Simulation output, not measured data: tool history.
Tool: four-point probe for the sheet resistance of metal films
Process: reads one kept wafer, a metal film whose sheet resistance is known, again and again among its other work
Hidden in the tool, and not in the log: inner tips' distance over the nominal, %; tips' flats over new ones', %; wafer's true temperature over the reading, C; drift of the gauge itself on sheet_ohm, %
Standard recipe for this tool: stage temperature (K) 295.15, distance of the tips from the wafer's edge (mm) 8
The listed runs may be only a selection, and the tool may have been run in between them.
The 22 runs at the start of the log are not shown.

run,day,stage temperature (K),distance of the tips from the wafer's edge (mm),touches since the probe head was changed,hours of work since the stage's thermometer was calibrated,sheet resistance as the instrument gives it (ohm/square)
23,46.200,294.15,8,137166,1578,8.020857
24,48.000,293.15,8,139061,1602,8.019241
25,50.804,294.15,6,142015,1640,8.100891
26,52.721,303.15,29,144030,1665,7.895877
27,55.225,303.15,29,146667,1699,7.894311
28,57.633,306.15,17,149203,1731,7.902850
# day 57.896: stage's thermometer calibrated
29,58.929,296.15,7,150543,14,8.044737
30,61.654,293.15,9,153413,50,7.994455
31,62.992,293.15,9,154820,68,7.995815
32,65.175,293.15,9,157117,97,7.993241
33,66.471,308.15,8,158485,114,7.975581
34,69.008,292.15,8,161156,148,8.017823
# day 70.567: stage's thermometer calibrated, once more
35,71.775,294.15,24,164046,16,7.903734
36,74.471,291.15,3,166881,52,8.587113
37,76.746,302.15,25,169277,82,7.883488
38,79.071,302.15,25,171724,113,7.879276
39,81.479,298.15,49,174259,146,7.880318
40,83.729,291.15,8,176629,176,7.999154
41,85.279,300.15,11,178261,196,7.926521
42,86.617,295.15,5,179666,214,8.144466
43,88.225,295.15,13,181362,236,7.921035
44,89.575,302.15,8,182782,254,7.969708
45,90.792,295.15,24,184060,270,7.893719

Predict each of these 3 candidate next runs independently; none follows another, all start after run 45:
A,92.667,306.15,38,186034,295,?
B,92.667,292.15,59,186034,295,?
C,92.667,299.15,6,186034,295,?

run,sheet resistance as the instrument gives it (ohm/square)
A,7.857521
B,7.887594
C,8.054448
What these runs would have given with no unlogged condition in the tool:
run,sheet resistance as the instrument gives it (ohm/square)
A,7.996825
B,8.027351
C,8.196940
